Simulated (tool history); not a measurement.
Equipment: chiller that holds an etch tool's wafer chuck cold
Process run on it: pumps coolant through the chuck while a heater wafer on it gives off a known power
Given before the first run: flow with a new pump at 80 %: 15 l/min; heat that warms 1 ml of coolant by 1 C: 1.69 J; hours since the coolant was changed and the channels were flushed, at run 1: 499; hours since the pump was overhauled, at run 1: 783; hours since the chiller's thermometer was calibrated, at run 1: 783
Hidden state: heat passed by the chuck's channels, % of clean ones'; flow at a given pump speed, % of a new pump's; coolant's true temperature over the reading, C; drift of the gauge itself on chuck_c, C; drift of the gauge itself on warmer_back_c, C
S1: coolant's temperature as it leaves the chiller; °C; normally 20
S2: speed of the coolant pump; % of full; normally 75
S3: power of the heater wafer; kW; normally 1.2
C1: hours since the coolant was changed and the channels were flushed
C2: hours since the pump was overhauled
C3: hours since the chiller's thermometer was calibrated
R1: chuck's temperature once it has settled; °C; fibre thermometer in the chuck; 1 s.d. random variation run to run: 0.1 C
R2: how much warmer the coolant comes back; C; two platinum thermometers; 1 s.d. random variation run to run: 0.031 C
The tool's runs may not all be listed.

run   hour  S1  S2     S3    C1    C2    C3    R1    R2
  1      0  20  75    1.2   499   783   783  27.7  3.06
  2   55.6  20  75    1.2   555   839   839  27.5  3.06
  3  108.9  20  75    1.2   608   892   892  27.5  3.03
  4  162.2  20  75    1.2   661   946   946  27.5  3.02
  5  240.8  24  75    1.2   740  1024  1024  31.6   3.1
     251.8  -- coolant pump overhauled
  6  290.9  20  84    1.2   785    39  1069  27.1   2.7
  7    332  13  84  1.141   826    80  1110    20   2.6
  8  406.4  20  68  1.092   901   155  1185  27.6  3.08
  9  438.9  20  68  1.092   933   187  1217  27.4  3.09
 10  513.4  20  68  1.092  1008   262  1292  27.4  3.12
 11  545.4  20  68  1.092  1040   294  1324  27.6  3.15
 12  624.6  21  83  0.736  1119   373  1403  25.5  1.68

Each row is a separate what-if for the run after 12, all from the same tool condition, not one after another. Results?
     652.2  -- coolant pump overhauled, once more
  A  663.7  21  94  1.2  1153  11  1437   ?   ?
     652.2  -- coolant pump overhauled, once more
  B  663.7  12  73  1.2  1153  11  1437   ?   ?
     652.2  -- coolant pump overhauled, once more
  C  663.7  20  67  1.3  1153  11  1437   ?   ?

run    R1    R2
  A  27.7   2.4
  B  19.8  3.14
  C    29  3.75
With no hidden state in the tool, these same runs would have given:
run    R1    R2
  A  27.4  2.39
  B  19.5  3.12
  C  28.7  3.73
